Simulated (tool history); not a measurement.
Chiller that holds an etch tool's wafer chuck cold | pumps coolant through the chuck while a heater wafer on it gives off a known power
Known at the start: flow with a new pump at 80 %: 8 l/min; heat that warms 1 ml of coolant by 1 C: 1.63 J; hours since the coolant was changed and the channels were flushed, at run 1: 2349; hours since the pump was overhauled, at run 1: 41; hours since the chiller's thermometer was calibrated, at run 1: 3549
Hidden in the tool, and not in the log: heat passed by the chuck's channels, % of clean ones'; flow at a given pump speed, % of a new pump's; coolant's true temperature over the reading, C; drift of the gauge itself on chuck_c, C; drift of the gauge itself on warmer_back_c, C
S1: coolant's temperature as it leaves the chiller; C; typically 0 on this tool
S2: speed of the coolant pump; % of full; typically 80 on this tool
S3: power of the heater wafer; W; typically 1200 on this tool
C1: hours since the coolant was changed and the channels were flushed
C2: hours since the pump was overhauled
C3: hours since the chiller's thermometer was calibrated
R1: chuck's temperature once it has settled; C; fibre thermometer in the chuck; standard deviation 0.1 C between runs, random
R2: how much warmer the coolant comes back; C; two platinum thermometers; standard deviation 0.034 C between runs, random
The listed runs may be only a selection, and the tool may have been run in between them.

Run 1, day 0: usual settings; C1 2349; C2 41; C3 3549. Result: R1 9.8 C, R2 5.55 C.
Run 2, day 1.55: usual settings; C1 2387; C2 79; C3 3587. Result: R1 9.8 C, R2 5.5 C.
Run 3, day 3.371: usual settings but S3 1717 W; C1 2430; C2 122; C3 3630. Result: R1 13.9 C, R2 7.88 C.
Run 4, day 5.446: usual settings but S3 1717 W; C1 2480; C2 172; C3 3680. Result: R1 14.1 C, R2 7.92 C.
Run 5, day 8.138: usual settings but S3 1717 W; C1 2545; C2 237; C3 3745. Result: R1 13.9 C, R2 7.87 C.
Run 6, day 10.958: usual settings but S3 1717 W; C1 2612; C2 304; C3 3813. Result: R1 14 C, R2 7.93 C.
Run 7, day 12.746: usual settings but S3 1717 W; C1 2655; C2 347; C3 3855. Result: R1 14.1 C, R2 7.93 C.
Run 8, day 14.238: usual settings; C1 2691; C2 383; C3 3891. Result: R1 9.7 C, R2 5.46 C.
Run 9, day 17.117: usual settings; C1 2760; C2 452; C3 3960. Result: R1 10 C, R2 5.51 C.
Run 10, day 19.675: usual settings; C1 2822; C2 514; C3 4022. Result: R1 9.8 C, R2 5.56 C.
Run 11, day 22.433: usual settings; C1 2888; C2 580; C3 4088. Result: R1 9.5 C, R2 5.62 C.
Run 12, day 25.142: usual settings; C1 2953; C2 645; C3 4153. Result: R1 9.9 C, R2 5.58 C.
Run 13, day 27.892: usual settings but S1 -8 C, S3 622 W; C1 3019; C2 711; C3 4219. Result: R1 -3 C, R2 2.93 C.
Run 14, day 29.154: usual settings but S1 -8 C, S3 622 W; C1 3049; C2 741; C3 4249. Result: R1 -2.8 C, R2 2.91 C.
Run 15, day 30.567: usual settings but S1 3 C, S2 65 % of full, S3 1516 W; C1 3083; C2 775; C3 4283. Result: R1 17.6 C, R2 8.67 C.
Run 16, day 32.992: usual settings but S1 3 C, S2 73 % of full, S3 1413 W; C1 3141; C2 833; C3 4341. Result: R1 15.5 C, R2 7.15 C.
Run 17, day 35.483: usual settings but S1 3 C, S2 73 % of full, S3 1413 W; C1 3201; C2 893; C3 4401. Result: R1 15.2 C, R2 7.21 C.
Run 18, day 37.029: usual settings but S1 3 C, S2 73 % of full, S3 1413 W; C1 3238; C2 930; C3 4438. Result: R1 15.5 C, R2 7.2 C.
Run 19, day 38.767: usual settings but S1 -10 C, S3 675 W; C1 3280; C2 972; C3 4480. Result: R1 -4.4 C, R2 3.15 C.
Run 20, day 40.046: usual settings but S1 -10 C, S3 675 W; C1 3311; C2 1003; C3 4511. Result: R1 -4.3 C, R2 3.12 C.
Run 21, day 42.929: usual settings but S1 -10 C, S3 675 W; C1 3380; C2 1072; C3 4580. Result: R1 -4.5 C, R2 3.08 C.
Run 22, day 45.462: usual settings but S1 -10 C, S3 675 W; C1 3440; C2 1133; C3 4641. Result: R1 -4.6 C, R2 3.14 C.

Below are 5 alternative next runs, each starting from the tool's condition after run 22. Predict each:
Run A, day 47.058: usual settings but S1 3 C; C1 3479; C2 1171; C3 4679. Result: R1 ?, R2 ?.
Run B, day 47.058: usual settings but S1 -10 C, S3 1704 W; C1 3479; C2 1171; C3 4679. Result: R1 ?, R2 ?.
Run C, day 47.058: usual settings but S3 1161 W; C1 3479; C2 1171; C3 4679. Result: R1 ?, R2 ?.
Run D, day 47.058: usual settings but S1 6 C, S2 100 % of full, S3 1785 W; C1 3479; C2 1171; C3 4679. Result: R1 ?, R2 ?.
Run E, day 47.058: usual settings but S1 -1 C, S2 64 % of full, S3 1370 W; C1 3479; C2 1171; C3 4679. Result: R1 ?, R2 ?.

run    R1    R2
  A  12.8   5.5
  B   3.8  7.79
  C   9.4  5.29
  D  18.1  6.51
  E  12.6  7.88
Without the tool's unlogged condition, the same runs would have read:
run    R1    R2
  A  12.8   5.5
  B   3.8  7.79
  C   9.4  5.29
  D  18.1  6.51
  E  12.6  7.88
